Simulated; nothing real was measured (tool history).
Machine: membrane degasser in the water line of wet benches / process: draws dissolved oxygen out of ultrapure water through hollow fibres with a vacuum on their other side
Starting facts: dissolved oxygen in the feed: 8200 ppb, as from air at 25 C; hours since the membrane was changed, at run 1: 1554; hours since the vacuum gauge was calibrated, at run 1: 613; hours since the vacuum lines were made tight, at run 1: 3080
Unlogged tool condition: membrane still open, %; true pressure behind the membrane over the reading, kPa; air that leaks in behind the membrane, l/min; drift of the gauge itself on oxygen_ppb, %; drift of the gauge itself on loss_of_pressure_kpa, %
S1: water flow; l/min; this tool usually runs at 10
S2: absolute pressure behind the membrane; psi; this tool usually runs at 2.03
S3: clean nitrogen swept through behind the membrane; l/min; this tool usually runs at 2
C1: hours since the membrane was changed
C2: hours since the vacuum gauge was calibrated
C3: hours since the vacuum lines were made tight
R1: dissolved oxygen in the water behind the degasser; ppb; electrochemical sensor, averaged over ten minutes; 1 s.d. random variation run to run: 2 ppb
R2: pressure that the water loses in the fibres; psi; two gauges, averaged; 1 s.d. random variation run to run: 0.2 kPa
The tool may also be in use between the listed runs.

run	hour	S1	S2	S3	C1	C2	C3	R1	R2
1	0	10	2.03	2	1554	613	3080	199.1	6.744
2	47.1	14	2.03	2	1601	660	3127	331.9	9.394
3	93.1	14	2.03	2	1647	706	3173	334.2	9.436
4	127.1	14	2.03	2	1681	740	3207	338.5	9.443
5	166.5	10	2.03	1.41	1720	780	3247	248	6.721
6	208.1	10	2.58	2	1762	821	3288	237.2	6.734
7	233.5	10	2.03	1.2	1787	847	3314	278.4	6.702
8	273.9	10	2.03	1.2	1828	887	3354	274.4	6.691
9	311.8	10	2.03	1.2	1866	925	3392	271.8	6.662
10	341.7	10	2.03	1.2	1895	955	3422	275.7	6.715
11	374.5	10	2.73	2	1928	988	3455	248.8	6.659
12	411.8	10	2.73	2	1966	1025	3492	251.6	6.647
13	434.6	10	2.73	2	1988	1048	3515	254.1	6.641
14	463.2	10	2.73	2	2017	1076	3544	251.9	6.608
15	492.5	10	2.73	2	2046	1106	3573	248	6.653
16	529.2	10	2.03	2	2083	1142	3609	200.7	6.649
17	549.7	10	2.03	2	2103	1163	3630	196.5	6.657
18	570.5	10	2.03	2	2124	1184	3651	199.5	6.653
19	620.2	13	1.68	2	2174	1233	3701	258.5	8.602

Run 20, settings as shown, results not yet in. Your forecast:
20	652.7	13	1.68	2	2206	1266	3733	?	?

R1: 264.7 ppb
R2: 8.638 psi
On a tool with no hidden condition, and with the same random variation, this run would have come out at R1 264.5 ppb, R2 8.798 psi.
